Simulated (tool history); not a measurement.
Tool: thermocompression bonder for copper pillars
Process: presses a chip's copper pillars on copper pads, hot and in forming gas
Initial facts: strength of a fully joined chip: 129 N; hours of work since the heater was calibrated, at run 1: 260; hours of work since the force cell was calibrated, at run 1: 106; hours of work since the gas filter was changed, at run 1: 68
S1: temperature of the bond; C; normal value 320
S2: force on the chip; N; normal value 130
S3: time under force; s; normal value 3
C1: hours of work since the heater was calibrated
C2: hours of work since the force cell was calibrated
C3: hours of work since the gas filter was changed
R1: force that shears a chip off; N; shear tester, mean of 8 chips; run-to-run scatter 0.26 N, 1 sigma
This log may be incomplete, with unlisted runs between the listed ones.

run	hour	S1	S2	S3	C1	C2	C3	R1
1	0	320	130	3	260	106	68	51.2
2	9.7	320	104	3	265	111	72	40
3	16.3	320	130	3	268	114	76	50.6
4	20.3	320	130	3	270	116	78	50.4
5	27.1	320	130	3	273	120	81	49.9
6	33.5	320	130	3	276	123	84	50.3
7	40.6	320	130	3	280	126	88	49.8
8	49.3	320	130	3	284	131	92	50.3
9	57	328	130	3	288	134	96	54.4
10	63.2	320	130	3	291	137	99	49.7
11	69.2	320	130	3	294	140	102	49.2
12	75	320	130	3	297	143	105	49.9
13	81.9	320	185	3	300	147	108	68.5
14	87.7	320	185	3	303	149	111	68.3
15	94.7	320	130	3	307	153	114	49.3
16	103.2	320	130	3	311	157	119	49.4
# hour 106: heater calibrated with a thermocouple chip
17	110.2	320	130	3	2	160	121	49.6
18	116.6	320	130	3	5	163	124	49.2
# hour 122: heater calibrated with a thermocouple chip, once more
19	126.9	320	130	3	2	167	128	48.3
20	133	320	130	3	5	170	131	48.8
21	141	320	172	3	9	174	135	63.1
22	146.9	320	172	3	12	177	138	62.8
23	152.4	320	121	2	15	179	141	38.1
# hour 157.2: forming gas filter changed
24	158.2	320	121	2	18	182	0	42.3
25	163.3	326	92	2	20	185	3	33.8
26	169.5	313	128	2	23	188	6	41.3
27	176.9	291	83	2	27	191	10	17.7
28	186.2	291	83	2	31	196	14	17.5
29	192.5	291	160	2	35	199	17	38.1
30	201.4	320	130	2	39	203	22	45.4
31	208.3	320	116	4	42	207	25	52.3
32	216.7	320	88	4	46	211	29	38.8
33	225.9	306	88	9	51	216	34	45
34	234.1	303	78	3	55	220	38	23.3
35	240.6	346	152	2	58	223	41	69.6
36	250.3	334	135	7	63	228	46	82.8
37	257	333	111	8	66	231	49	73.2
38	261.5	318	130	3	69	233	52	51.2
39	265.7	293	86	5	71	235	54	28
40	272.5	293	161	2	74	239	57	38.3

What if the next run were any one of these 4? Each begins from the tool's condition after run 40:
A	281.7	334	130	5	79	243	61	?
B	281.7	321	102	2	79	243	61	?
C	281.7	292	108	3	79	243	61	?
D	281.7	320	127	2	79	243	61	?

run	R1
A	72
B	34.6
C	28.5
D	43.2
Without the tool's unlogged condition, the same runs would have read:
run	R1
A	72.7
B	34.5
C	28.3
D	43.1

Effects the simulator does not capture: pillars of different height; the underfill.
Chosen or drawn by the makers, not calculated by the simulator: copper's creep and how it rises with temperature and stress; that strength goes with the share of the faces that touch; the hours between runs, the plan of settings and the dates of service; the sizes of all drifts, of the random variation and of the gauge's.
